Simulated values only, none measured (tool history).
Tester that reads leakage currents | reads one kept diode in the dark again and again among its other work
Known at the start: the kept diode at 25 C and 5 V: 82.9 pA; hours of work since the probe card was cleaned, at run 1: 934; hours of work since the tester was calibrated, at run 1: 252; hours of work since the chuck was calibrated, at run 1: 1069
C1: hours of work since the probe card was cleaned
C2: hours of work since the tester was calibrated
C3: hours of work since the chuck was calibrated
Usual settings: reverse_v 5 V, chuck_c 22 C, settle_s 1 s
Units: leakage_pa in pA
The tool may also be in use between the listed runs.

Run 1, hour 0: usual settings; C1 934; C2 252; C3 1069. Result: leakage_pa 79.45 pA.
Run 2, hour 135.6: usual settings; C1 1014; C2 332; C3 1150. Result: leakage_pa 80.31 pA.
Run 3, hour 309.5: usual settings; C1 1117; C2 435; C3 1252. Result: leakage_pa 81.8 pA.
Run 4, hour 562.3: usual settings; C1 1267; C2 584; C3 1402. Result: leakage_pa 84.43 pA.
At hour 728.2: chuck's temperature calibrated.
Run 5, hour 786.8: usual settings but reverse_v 1.11 V; C1 1398; C2 716; C3 35. Result: leakage_pa 29.52 pA.
Run 6, hour 937.5: usual settings; C1 1488; C2 805; C3 124. Result: leakage_pa 72.43 pA.
Run 7, hour 1054.2: usual settings but chuck_c 24 C; C1 1557; C2 874; C3 193. Result: leakage_pa 86.3 pA.
Run 8, hour 1214.8: usual settings but chuck_c 24 C; C1 1652; C2 969; C3 288. Result: leakage_pa 88.26 pA.
Run 9, hour 1345.4: usual settings but reverse_v 2.25 V, chuck_c 24 C; C1 1729; C2 1047; C3 365. Result: leakage_pa 55.96 pA.

Forecast run 10:
Run 10, hour 1452.1: usual settings but reverse_v 1.75 V, chuck_c 55 C, settle_s 6.3 s; C1 1792; C2 1110; C3 428. Result: leakage_pa ?.

{"run 10": {"leakage_pa": 603.56}}
Without the tool's hidden state the same run would have given leakage_pa 561.59 pA.
